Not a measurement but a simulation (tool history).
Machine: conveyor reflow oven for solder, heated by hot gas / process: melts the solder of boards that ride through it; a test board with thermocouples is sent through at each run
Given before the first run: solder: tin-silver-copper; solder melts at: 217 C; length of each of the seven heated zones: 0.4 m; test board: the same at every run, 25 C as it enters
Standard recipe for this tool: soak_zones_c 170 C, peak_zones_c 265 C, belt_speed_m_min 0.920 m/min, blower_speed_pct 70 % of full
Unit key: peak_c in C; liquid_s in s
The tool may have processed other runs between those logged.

| run | hour | soak_zones_c | peak_zones_c | belt_speed_m_min | blower_speed_pct | peak_c | liquid_s |
|---|---|---|---|---|---|---|---|
| 1 | 0.0 | 170 | 265 | 0.920 | 70 | 248.2 | 36.27 |
| 2 | 17.4 | 170 | 265 | 0.920 | 70 | 247.9 | 36.42 |
| 3 | 34.9 | 170 | 265 | 0.920 | 70 | 247.9 | 36.28 |
| 4 | 56.1 | 170 | 265 | 0.920 | 70 | 248.0 | 36.16 |
| 5 | 87.2 | 170 | 265 | 0.920 | 70 | 247.7 | 36.16 |
| 6 | 108.8 | 170 | 265 | 0.920 | 70 | 247.4 | 35.95 |
|  | 116.9 | flux residue cleaned out of gas plates and filters |
| 7 | 130.8 | 170 | 265 | 0.920 | 68 | 246.9 | 35.54 |
| 8 | 145.7 | 170 | 265 | 0.920 | 62 | 245.9 | 34.75 |
| 9 | 176.6 | 170 | 265 | 0.920 | 62 | 246.0 | 34.73 |
| 10 | 211.7 | 170 | 265 | 0.920 | 62 | 245.6 | 34.58 |
| 11 | 245.7 | 170 | 265 | 0.920 | 62 | 245.6 | 34.40 |
|  | 269.5 | thermocouples of zones 6 and 7 changed |
| 12 | 280.8 | 170 | 265 | 0.999 | 70 | 246.4 | 31.94 |
| 13 | 304.8 | 170 | 265 | 0.999 | 70 | 246.5 | 31.94 |
|  | 330.5 | flux residue cleaned out of gas plates and filters, once more |
| 14 | 342.9 | 170 | 265 | 0.999 | 70 | 247.9 | 33.07 |
| 15 | 361.4 | 170 | 265 | 0.999 | 70 | 247.9 | 32.95 |
| 16 | 378.4 | 170 | 265 | 0.999 | 70 | 247.6 | 32.89 |
| 17 | 403.8 | 183 | 268 | 0.999 | 79 | 253.8 | 39.06 |
| 18 | 427.0 | 170 | 270 | 0.920 | 81 | 256.0 | 40.57 |
| 19 | 444.3 | 158 | 262 | 0.791 | 60 | 248.4 | 40.63 |
| 20 | 469.1 | 158 | 262 | 0.791 | 60 | 248.3 | 40.38 |
| 21 | 493.7 | 169 | 272 | 0.920 | 75 | 256.3 | 40.33 |
| 22 | 520.1 | 173 | 265 | 0.918 | 70 | 250.4 | 38.42 |
| 23 | 555.0 | 173 | 265 | 0.918 | 70 | 250.3 | 38.30 |
| 24 | 586.2 | 173 | 265 | 0.918 | 70 | 249.9 | 38.25 |
|  | 607.1 | flux residue cleaned out of gas plates and filters |
| 25 | 613.9 | 182 | 263 | 0.904 | 82 | 251.8 | 42.94 |
| 26 | 638.3 | 182 | 263 | 0.904 | 82 | 251.7 | 42.75 |
| 27 | 671.0 | 170 | 265 | 0.825 | 65 | 252.2 | 43.63 |
| 28 | 690.2 | 170 | 265 | 0.827 | 70 | 252.6 | 44.05 |
| 29 | 720.5 | 170 | 270 | 0.846 | 72 | 256.8 | 44.75 |

Had the tool no unlogged condition, and each run kept its random variation, what would the results have been?
Hidden state at play: heat that the gas passes to the board, % of a clean oven's; belt's true speed, % of the reading; true gas temperature in zones 6 and 7 over the reading, C; drift of the gauge itself on peak_c, C; drift of the gauge itself on liquid_s, %.
| run | peak_c | liquid_s |
|---|---|---|
| 1 | 250.9 | 37.58 |
| 2 | 250.6 | 37.77 |
| 3 | 250.7 | 37.68 |
| 4 | 250.9 | 37.62 |
| 5 | 250.7 | 37.70 |
| 6 | 250.6 | 37.55 |
| 7 | 250.3 | 37.41 |
| 8 | 249.4 | 36.72 |
| 9 | 249.6 | 36.77 |
| 10 | 249.3 | 36.72 |
| 11 | 249.5 | 36.64 |
| 12 | 248.0 | 32.92 |
| 13 | 248.2 | 32.98 |
| 14 | 248.1 | 32.98 |
| 15 | 248.2 | 32.91 |
| 16 | 248.0 | 32.89 |
| 17 | 254.3 | 39.03 |
| 18 | 256.6 | 40.59 |
| 19 | 249.0 | 40.79 |
| 20 | 249.0 | 40.62 |
| 21 | 257.3 | 40.47 |
| 22 | 251.4 | 38.70 |
| 23 | 251.4 | 38.65 |
| 24 | 251.1 | 38.67 |
| 25 | 252.5 | 42.82 |
| 26 | 252.5 | 42.68 |
| 27 | 253.1 | 43.63 |
| 28 | 253.6 | 44.09 |
| 29 | 257.9 | 44.80 |
